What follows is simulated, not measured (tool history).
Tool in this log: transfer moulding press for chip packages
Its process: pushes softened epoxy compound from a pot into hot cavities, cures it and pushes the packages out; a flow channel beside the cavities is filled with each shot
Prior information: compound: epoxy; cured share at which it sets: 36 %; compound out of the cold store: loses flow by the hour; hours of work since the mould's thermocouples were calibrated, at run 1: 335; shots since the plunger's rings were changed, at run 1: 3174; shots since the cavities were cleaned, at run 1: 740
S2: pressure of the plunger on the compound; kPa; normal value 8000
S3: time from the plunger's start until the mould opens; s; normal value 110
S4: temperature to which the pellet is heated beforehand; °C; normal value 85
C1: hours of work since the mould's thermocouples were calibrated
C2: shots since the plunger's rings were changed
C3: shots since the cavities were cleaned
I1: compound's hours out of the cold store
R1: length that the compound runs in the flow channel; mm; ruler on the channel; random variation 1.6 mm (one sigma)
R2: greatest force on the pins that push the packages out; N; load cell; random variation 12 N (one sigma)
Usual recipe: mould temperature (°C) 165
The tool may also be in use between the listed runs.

Run 1, day 0.000: usual settings; C1 335; C2 3174; C3 740; I1 19.8. Result: R1 497 mm, R2 1194 N.
Run 2, day 0.679: usual settings; C1 344; C2 3319; C3 885; I1 40.7. Result: R1 460 mm, R2 1172 N.
Run 3, day 1.021: usual settings but S2 8060 kPa; C1 349; C2 3393; C3 959; I1 25.7. Result: R1 486 mm, R2 1244 N.
At day 1.817: cavities cleaned with cleaning compound and waxed.
Run 4, day 1.896: usual settings; C1 360; C2 3567; C3 18; I1 16.3. Result: R1 500 mm, R2 624 N.
Run 5, day 2.262: usual settings; C1 365; C2 3645; C3 96; I1 8.5. Result: R1 512 mm, R2 785 N.
Run 6, day 2.642: usual settings; C1 370; C2 3726; C3 177; I1 47.2. Result: R1 451 mm, R2 808 N.
Run 7, day 3.350: usual settings; C1 379; C2 3878; C3 329; I1 26.0. Result: R1 480 mm, R2 974 N.
Run 8, day 3.900: usual settings; C1 387; C2 3996; C3 447; I1 37.5. Result: R1 463 mm, R2 1000 N.
Run 9, day 4.717: usual settings but S3 129 s; C1 398; C2 4170; C3 621; I1 9.3. Result: R1 508 mm, R2 936 N.
Run 10, day 5.212: usual settings but S3 122 s; C1 405; C2 4277; C3 728; I1 20.7. Result: R1 488 mm, R2 979 N.
Run 11, day 5.596: usual settings but S2 7520 kPa; C1 410; C2 4358; C3 809; I1 44.3. Result: R1 439 mm, R2 1162 N.
Run 12, day 6.100: usual settings but S2 7520 kPa; C1 417; C2 4466; C3 917; I1 22.0. Result: R1 473 mm, R2 1249 N.
Run 13, day 6.717: usual settings but mould temperature (°C) 162; C1 425; C2 4599; C3 1050; I1 47.8. Result: R1 453 mm, R2 1452 N.
At day 7.117: cavities cleaned with cleaning compound and waxed.
Run 14, day 7.596: usual settings but S2 9510 kPa; C1 436; C2 4773; C3 102; I1 32.3. Result: R1 512 mm, R2 722 N.
Run 15, day 7.988: usual settings but S3 131 s; C1 441; C2 4857; C3 186; I1 18.6. Result: R1 494 mm, R2 661 N.
Run 16, day 8.579: usual settings but mould temperature (°C) 160; C1 449; C2 4983; C3 312; I1 9.5. Result: R1 521 mm, R2 1446 N.
Run 17, day 9.038: usual settings but mould temperature (°C) 158, S2 8250 kPa; C1 455; C2 5082; C3 411; I1 37.0. Result: R1 487 mm, R2 1636 N.
Run 18, day 9.475: usual settings but mould temperature (°C) 158, S2 8250 kPa; C1 461; C2 5176; C3 505; I1 27.8. Result: R1 497 mm, R2 1773 N.
Run 19, day 10.296: usual settings but mould temperature (°C) 169, S2 8730 kPa, S3 93 s; C1 472; C2 5351; C3 680; I1 16.4. Result: R1 507 mm, R2 1273 N.
Run 20, day 11.017: usual settings but mould temperature (°C) 171, S2 8730 kPa, S3 145 s, S4 77 °C; C1 482; C2 5506; C3 835; I1 29.1. Result: R1 480 mm, R2 862 N.
Run 21, day 11.492: usual settings but S2 7000 kPa, S3 103 s; C1 488; C2 5607; C3 936; I1 40.9. Result: R1 421 mm, R2 1363 N.
Run 22, day 12.217: usual settings but S2 7900 kPa, S3 102 s, S4 90 °C; C1 498; C2 5762; C3 1091; I1 47.0. Result: R1 437 mm, R2 1355 N.
At day 12.417: cavities cleaned with cleaning compound and waxed.
Run 23, day 12.921: usual settings but S2 7430 kPa, S3 115 s, S4 90 °C; C1 507; C2 5899; C3 107; I1 22.6. Result: R1 461 mm, R2 666 N.
Run 24, day 13.567: usual settings but S2 6530 kPa, S3 134 s, S4 79 °C; C1 515; C2 6037; C3 245; I1 40.3. Result: R1 409 mm, R2 676 N.
Run 25, day 14.050: usual settings but S2 6530 kPa, S3 134 s, S4 84 °C; C1 522; C2 6141; C3 349; I1 47.4. Result: R1 399 mm, R2 711 N.
Run 26, day 14.400: usual settings but mould temperature (°C) 163, S2 6530 kPa, S3 134 s, S4 91 °C; C1 527; C2 6216; C3 424; I1 8.4. Result: R1 454 mm, R2 840 N.
Run 27, day 14.779: usual settings but mould temperature (°C) 164, S2 8080 kPa, S3 145 s; C1 532; C2 6297; C3 505; I1 29.4. Result: R1 471 mm, R2 762 N.
Run 28, day 15.588: usual settings but S2 7270 kPa; C1 543; C2 6471; C3 679; I1 27.4. Result: R1 446 mm, R2 1175 N.
At day 15.958: plunger's sealing rings changed.
Run 29, day 16.517: usual settings but S2 7270 kPa; C1 554; C2 118; C3 854; I1 46.9. Result: R1 442 mm, R2 1153 N.

Branching from run 29: 4 alternative next runs. What would each branch give?
Run A, day 17.117: usual settings but mould temperature (°C) 167, S2 7450 kPa; C1 562; C2 247; C3 983; I1 45.5. Result: R1 ?, R2 ?.
Run B, day 17.117: usual settings but S2 7840 kPa; C1 562; C2 247; C3 983; I1 24.9. Result: R1 ?, R2 ?.
Run C, day 17.117: usual settings but mould temperature (°C) 160, S3 101 s; C1 562; C2 247; C3 983; I1 46.1. Result: R1 ?, R2 ?.
Run D, day 17.117: usual settings but mould temperature (°C) 172, S2 7270 kPa; C1 562; C2 247; C3 983; I1 22.9. Result: R1 ?, R2 ?.

run   R1    R2
  A  444  1044
  B  490  1286
  C  474  1969
  D  462   930
Had the tool no hidden state, the same runs would have come out as:
run   R1   R2
  A  446  501
  B  493  625
  C  478  964
  D  465  436
